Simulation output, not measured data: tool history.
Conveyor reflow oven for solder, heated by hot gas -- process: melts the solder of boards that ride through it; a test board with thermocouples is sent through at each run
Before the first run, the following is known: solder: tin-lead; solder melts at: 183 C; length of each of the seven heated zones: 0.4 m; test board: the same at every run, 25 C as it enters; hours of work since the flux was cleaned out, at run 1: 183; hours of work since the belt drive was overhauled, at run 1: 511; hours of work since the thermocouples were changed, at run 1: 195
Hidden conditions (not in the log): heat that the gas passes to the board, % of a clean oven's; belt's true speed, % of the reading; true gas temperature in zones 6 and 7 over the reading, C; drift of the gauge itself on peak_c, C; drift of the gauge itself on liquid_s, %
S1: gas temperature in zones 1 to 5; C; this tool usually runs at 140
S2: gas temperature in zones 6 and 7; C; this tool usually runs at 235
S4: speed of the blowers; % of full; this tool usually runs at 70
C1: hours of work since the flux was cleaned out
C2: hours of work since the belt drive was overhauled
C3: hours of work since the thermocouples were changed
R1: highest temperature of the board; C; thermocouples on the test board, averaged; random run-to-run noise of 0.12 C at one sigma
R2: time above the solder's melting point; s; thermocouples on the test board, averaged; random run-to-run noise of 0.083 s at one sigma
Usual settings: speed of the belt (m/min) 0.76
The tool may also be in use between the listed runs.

{"run": 1, "hour": 0.0, "S1": 140, "S2": 235, "speed of the belt (m/min)": 0.76, "S4": 70, "C1": 183, "C2": 511, "C3": 195, "R1": 216.9, "R2": 47.8}
{"run": 2, "hour": 8.0, "S1": 140, "S2": 235, "speed of the belt (m/min)": 0.76, "S4": 70, "C1": 187, "C2": 515, "C3": 199, "R1": 217, "R2": 47.71}
{"hour": 24.4, "done": "flux residue cleaned out of gas plates and filters"}
{"run": 3, "hour": 24.4, "S1": 140, "S2": 235, "speed of the belt (m/min)": 0.76, "S4": 70, "C1": 0, "C2": 521, "C3": 205, "R1": 218.2, "R2": 48.91}
{"run": 4, "hour": 42.0, "S1": 140, "S2": 235, "speed of the belt (m/min)": 0.76, "S4": 70, "C1": 9, "C2": 530, "C3": 214, "R1": 218.1, "R2": 49.03}
{"run": 5, "hour": 53.0, "S1": 140, "S2": 235, "speed of the belt (m/min)": 0.76, "S4": 70, "C1": 15, "C2": 535, "C3": 220, "R1": 218.1, "R2": 49}
{"run": 6, "hour": 68.1, "S1": 140, "S2": 235, "speed of the belt (m/min)": 0.76, "S4": 70, "C1": 22, "C2": 543, "C3": 227, "R1": 218.2, "R2": 48.84}
{"run": 7, "hour": 81.8, "S1": 140, "S2": 235, "speed of the belt (m/min)": 0.76, "S4": 70, "C1": 29, "C2": 550, "C3": 234, "R1": 218, "R2": 48.74}
{"hour": 86.6, "done": "belt drive overhauled, speed set with a stopwatch"}
{"run": 8, "hour": 97.2, "S1": 140, "S2": 235, "speed of the belt (m/min)": 0.76, "S4": 70, "C1": 35, "C2": 5, "C3": 240, "R1": 218.2, "R2": 49.17}
{"run": 9, "hour": 106.8, "S1": 140, "S2": 235, "speed of the belt (m/min)": 0.76, "S4": 61, "C1": 40, "C2": 10, "C3": 245, "R1": 215.7, "R2": 46.86}
{"run": 10, "hour": 114.2, "S1": 140, "S2": 235, "speed of the belt (m/min)": 0.76, "S4": 61, "C1": 44, "C2": 14, "C3": 249, "R1": 215.5, "R2": 46.95}
{"hour": 121.6, "done": "belt drive overhauled, speed set with a stopwatch, once more"}
{"run": 11, "hour": 132.7, "S1": 129, "S2": 235, "speed of the belt (m/min)": 0.76, "S4": 70, "C1": 51, "C2": 6, "C3": 256, "R1": 215.4, "R2": 43.62}
{"run": 12, "hour": 145.7, "S1": 154, "S2": 235, "speed of the belt (m/min)": 0.814, "S4": 70, "C1": 58, "C2": 12, "C3": 263, "R1": 218, "R2": 49.2}
{"run": 13, "hour": 152.9, "S1": 154, "S2": 235, "speed of the belt (m/min)": 0.814, "S4": 70, "C1": 61, "C2": 16, "C3": 266, "R1": 217.9, "R2": 49.19}
{"run": 14, "hour": 166.1, "S1": 154, "S2": 235, "speed of the belt (m/min)": 0.814, "S4": 70, "C1": 68, "C2": 23, "C3": 273, "R1": 218, "R2": 49.1}
{"run": 15, "hour": 179.5, "S1": 140, "S2": 226, "speed of the belt (m/min)": 0.734, "S4": 52, "C1": 75, "C2": 29, "C3": 280, "R1": 205.3, "R2": 38.65}
{"run": 16, "hour": 195.5, "S1": 140, "S2": 226, "speed of the belt (m/min)": 0.734, "S4": 52, "C1": 83, "C2": 38, "C3": 288, "R1": 205.2, "R2": 38.55}

The next listed run, before its measurement:
{"run": 17, "hour": 207.3, "S1": 143, "S2": 235, "speed of the belt (m/min)": 0.76, "S4": 58, "C1": 89, "C2": 44, "C3": 294, "R1": "?", "R2": "?"}

Run 17 produced R1 214.1 C, R2 45.84 s.
Without the tool's hidden state the same run would have given R1 215.3 C, R2 46.72 s.
